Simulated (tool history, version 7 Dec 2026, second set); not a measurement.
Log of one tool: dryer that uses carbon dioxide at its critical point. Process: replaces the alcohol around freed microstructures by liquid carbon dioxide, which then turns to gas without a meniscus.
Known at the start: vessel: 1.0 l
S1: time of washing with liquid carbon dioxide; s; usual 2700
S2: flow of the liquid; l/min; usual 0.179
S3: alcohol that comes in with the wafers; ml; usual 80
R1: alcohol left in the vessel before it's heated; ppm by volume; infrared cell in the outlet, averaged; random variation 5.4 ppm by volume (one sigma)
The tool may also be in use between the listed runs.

| run | hour | S1 | S2 | S3 | R1 |
|---|---|---|---|---|---|
| 1 | 0.0 | 2700 | 0.179 | 80 | 278 |
| 2 | 15.6 | 2700 | 0.179 | 80 | 273 |
| 3 | 30.1 | 2700 | 0.179 | 80 | 278 |
| 4 | 48.8 | 2700 | 0.179 | 80 | 286 |
| 5 | 64.2 | 2700 | 0.179 | 80 | 286 |
| 6 | 87.7 | 2700 | 0.179 | 80 | 278 |
| 7 | 109.6 | 2700 | 0.179 | 81 | 294 |
| 8 | 135.6 | 3180 | 0.179 | 80 | 144 |
| 9 | 154.7 | 3960 | 0.179 | 80 | 67 |
| 10 | 177.4 | 2700 | 0.179 | 80 | 318 |
| 11 | 193.2 | 2700 | 0.179 | 80 | 340 |
| 12 | 204.5 | 2700 | 0.179 | 43 | 194 |
| 13 | 217.6 | 2700 | 0.179 | 43 | 204 |
| 14 | 228.5 | 2700 | 0.179 | 43 | 193 |
| 15 | 253.0 | 2700 | 0.179 | 80 | 347 |
| 16 | 264.5 | 2700 | 0.179 | 80 | 355 |
| 17 | 287.4 | 2700 | 0.179 | 80 | 366 |
| 18 | 307.8 | 2700 | 0.240 | 80 | 86 |
| 19 | 322.8 | 2700 | 0.172 | 80 | 454 |
| 20 | 334.7 | 2520 | 0.179 | 80 | 526 |
|  | 339.9 | inlet filter changed |
| 21 | 355.0 | 2520 | 0.179 | 80 | 251 |
| 22 | 370.8 | 2520 | 0.179 | 80 | 254 |
| 23 | 387.8 | 2520 | 0.179 | 80 | 272 |
| 24 | 410.4 | 2520 | 0.179 | 80 | 273 |
| 25 | 427.4 | 2520 | 0.179 | 119 | 390 |
| 26 | 446.0 | 2820 | 0.153 | 80 | 353 |
| 27 | 469.9 | 2820 | 0.153 | 80 | 363 |
| 28 | 494.5 | 2400 | 0.153 | 61 | 605 |
|  | 499.6 | purifier's bed changed |
| 29 | 514.5 | 2400 | 0.153 | 61 | 543 |
| 30 | 539.9 | 1680 | 0.259 | 23 | 80 |
| 31 | 554.6 | 1980 | 0.144 | 111 | 2844 |
| 32 | 566.1 | 2640 | 0.139 | 111 | 1056 |
| 33 | 577.3 | 1740 | 0.245 | 62 | 250 |
| 34 | 598.3 | 3480 | 0.199 | 56 | 22 |
| 35 | 609.2 | 2400 | 0.149 | 21 | 236 |
| 36 | 626.8 | 1680 | 0.135 | 27 | 1599 |
| 37 | 646.6 | 1980 | 0.199 | 24 | 175 |
| 38 | 664.1 | 2040 | 0.179 | 80 | 800 |
| 39 | 688.2 | 1740 | 0.179 | 43 | 866 |
| 40 | 699.9 | 2040 | 0.116 | 43 | 2360 |
| 41 | 719.5 | 3420 | 0.213 | 38 | 21 |
| 42 | 738.7 | 4020 | 0.179 | 40 | 28 |
| 43 | 750.0 | 4020 | 0.272 | 40 | 20 |
| 44 | 770.2 | 2340 | 0.126 | 80 | 2171 |
| 45 | 781.9 | 2340 | 0.126 | 80 | 2251 |
| 46 | 795.3 | 2580 | 0.179 | 80 | 274 |
| 47 | 814.1 | 2700 | 0.154 | 71 | 449 |

Forecast each of these 4 alternatives for the next run:
| A | 827.0 | 2040 | 0.250 | 80 | ? |
| B | 827.0 | 2700 | 0.300 | 32 | ? |
| C | 827.0 | 2760 | 0.154 | 71 | ? |
| D | 827.0 | 2760 | 0.135 | 32 | ? |

| run | R1 |
|---|---|
| A | 153 |
| B | 26 |
| C | 410 |
| D | 360 |
Without the tool's hidden state the same runs would have given:
| run | R1 |
|---|---|
| A | 79 |
| B | 8 |
| C | 254 |
| D | 233 |

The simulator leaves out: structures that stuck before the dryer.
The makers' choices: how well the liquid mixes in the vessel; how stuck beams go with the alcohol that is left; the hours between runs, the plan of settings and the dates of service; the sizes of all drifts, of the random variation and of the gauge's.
